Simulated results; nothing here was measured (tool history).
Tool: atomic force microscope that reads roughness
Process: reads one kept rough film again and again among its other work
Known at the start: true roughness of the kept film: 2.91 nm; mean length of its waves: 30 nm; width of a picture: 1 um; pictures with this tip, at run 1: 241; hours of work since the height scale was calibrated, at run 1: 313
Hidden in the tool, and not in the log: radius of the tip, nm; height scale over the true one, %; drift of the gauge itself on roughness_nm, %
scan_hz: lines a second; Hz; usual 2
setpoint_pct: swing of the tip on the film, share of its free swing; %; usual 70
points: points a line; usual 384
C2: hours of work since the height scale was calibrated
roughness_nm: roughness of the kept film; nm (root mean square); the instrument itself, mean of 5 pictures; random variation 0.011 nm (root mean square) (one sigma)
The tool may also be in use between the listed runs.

{"run": 1, "hour": 0.0, "scan_hz": 2, "setpoint_pct": 70, "points": 384, "pictures with this tip": 241, "C2": 313, "roughness_nm": 2.358}
{"hour": 2.1, "done": "new tip fitted"}
{"run": 2, "hour": 14.7, "scan_hz": 2, "setpoint_pct": 70, "points": 384, "pictures with this tip": 16, "C2": 323, "roughness_nm": 2.516}
{"run": 3, "hour": 28.9, "scan_hz": 2, "setpoint_pct": 65, "points": 384, "pictures with this tip": 34, "C2": 332, "roughness_nm": 2.533}
{"run": 4, "hour": 43.1, "scan_hz": 2, "setpoint_pct": 65, "points": 384, "pictures with this tip": 51, "C2": 342, "roughness_nm": 2.541}
{"run": 5, "hour": 52.8, "scan_hz": 2, "setpoint_pct": 65, "points": 384, "pictures with this tip": 63, "C2": 348, "roughness_nm": 2.517}
{"run": 6, "hour": 60.9, "scan_hz": 2, "setpoint_pct": 65, "points": 384, "pictures with this tip": 73, "C2": 354, "roughness_nm": 2.516}
{"run": 7, "hour": 74.9, "scan_hz": 2, "setpoint_pct": 65, "points": 384, "pictures with this tip": 90, "C2": 363, "roughness_nm": 2.501}
{"run": 8, "hour": 85.2, "scan_hz": 2, "setpoint_pct": 70, "points": 584, "pictures with this tip": 103, "C2": 370, "roughness_nm": 2.474}
{"run": 9, "hour": 93.3, "scan_hz": 1.13, "setpoint_pct": 70, "points": 384, "pictures with this tip": 113, "C2": 375, "roughness_nm": 2.511}
{"run": 10, "hour": 104.9, "scan_hz": 2, "setpoint_pct": 70, "points": 384, "pictures with this tip": 127, "C2": 383, "roughness_nm": 2.427}
{"run": 11, "hour": 117.4, "scan_hz": 2, "setpoint_pct": 75, "points": 384, "pictures with this tip": 143, "C2": 392, "roughness_nm": 2.371}
{"run": 12, "hour": 131.2, "scan_hz": 2, "setpoint_pct": 75, "points": 384, "pictures with this tip": 160, "C2": 401, "roughness_nm": 2.366}
{"run": 13, "hour": 143.7, "scan_hz": 2, "setpoint_pct": 75, "points": 384, "pictures with this tip": 175, "C2": 409, "roughness_nm": 2.344}
{"run": 14, "hour": 156.3, "scan_hz": 3.27, "setpoint_pct": 87, "points": 392, "pictures with this tip": 191, "C2": 418, "roughness_nm": 2.037}
{"run": 15, "hour": 167.0, "scan_hz": 1.03, "setpoint_pct": 88, "points": 392, "pictures with this tip": 204, "C2": 425, "roughness_nm": 2.339}
{"run": 16, "hour": 177.6, "scan_hz": 2, "setpoint_pct": 55, "points": 384, "pictures with this tip": 217, "C2": 432, "roughness_nm": 2.462}
{"run": 17, "hour": 189.3, "scan_hz": 2, "setpoint_pct": 55, "points": 384, "pictures with this tip": 232, "C2": 440, "roughness_nm": 2.425}
{"hour": 199.7, "done": "new tip fitted"}
{"run": 18, "hour": 204.1, "scan_hz": 2.14, "setpoint_pct": 61, "points": 384, "pictures with this tip": 5, "C2": 449, "roughness_nm": 2.618}
{"run": 19, "hour": 210.8, "scan_hz": 1.38, "setpoint_pct": 61, "points": 387, "pictures with this tip": 14, "C2": 454, "roughness_nm": 2.629}
{"run": 20, "hour": 218.8, "scan_hz": 0.54, "setpoint_pct": 73, "points": 821, "pictures with this tip": 23, "C2": 459, "roughness_nm": 2.648}
{"run": 21, "hour": 227.0, "scan_hz": 2, "setpoint_pct": 61, "points": 347, "pictures with this tip": 34, "C2": 465, "roughness_nm": 2.57}
{"run": 22, "hour": 234.7, "scan_hz": 2, "setpoint_pct": 79, "points": 347, "pictures with this tip": 43, "C2": 470, "roughness_nm": 2.424}
{"run": 23, "hour": 246.4, "scan_hz": 1.45, "setpoint_pct": 61, "points": 750, "pictures with this tip": 58, "C2": 478, "roughness_nm": 2.594}
{"run": 24, "hour": 254.9, "scan_hz": 1.45, "setpoint_pct": 61, "points": 750, "pictures with this tip": 68, "C2": 484, "roughness_nm": 2.582}
{"run": 25, "hour": 267.2, "scan_hz": 1.45, "setpoint_pct": 61, "points": 750, "pictures with this tip": 83, "C2": 492, "roughness_nm": 2.55}
{"run": 26, "hour": 278.9, "scan_hz": 1.45, "setpoint_pct": 61, "points": 750, "pictures with this tip": 98, "C2": 500, "roughness_nm": 2.572}

Forecast each of these 3 alternatives for the next run:
{"run": "A", "hour": 290.4, "scan_hz": 2, "setpoint_pct": 62, "points": 384, "pictures with this tip": 112, "C2": 507, "roughness_nm": "?"}
{"run": "B", "hour": 290.4, "scan_hz": 2.68, "setpoint_pct": 61, "points": 750, "pictures with this tip": 112, "C2": 507, "roughness_nm": "?"}
{"run": "C", "hour": 290.4, "scan_hz": 1.45, "setpoint_pct": 62, "points": 642, "pictures with this tip": 112, "C2": 507, "roughness_nm": "?"}

run=A roughness_nm=2.469
run=B roughness_nm=2.491
run=C roughness_nm=2.537
Without the tool's hidden state the same runs would have given:
run=A roughness_nm=2.588
run=B roughness_nm=2.611
run=C roughness_nm=2.659
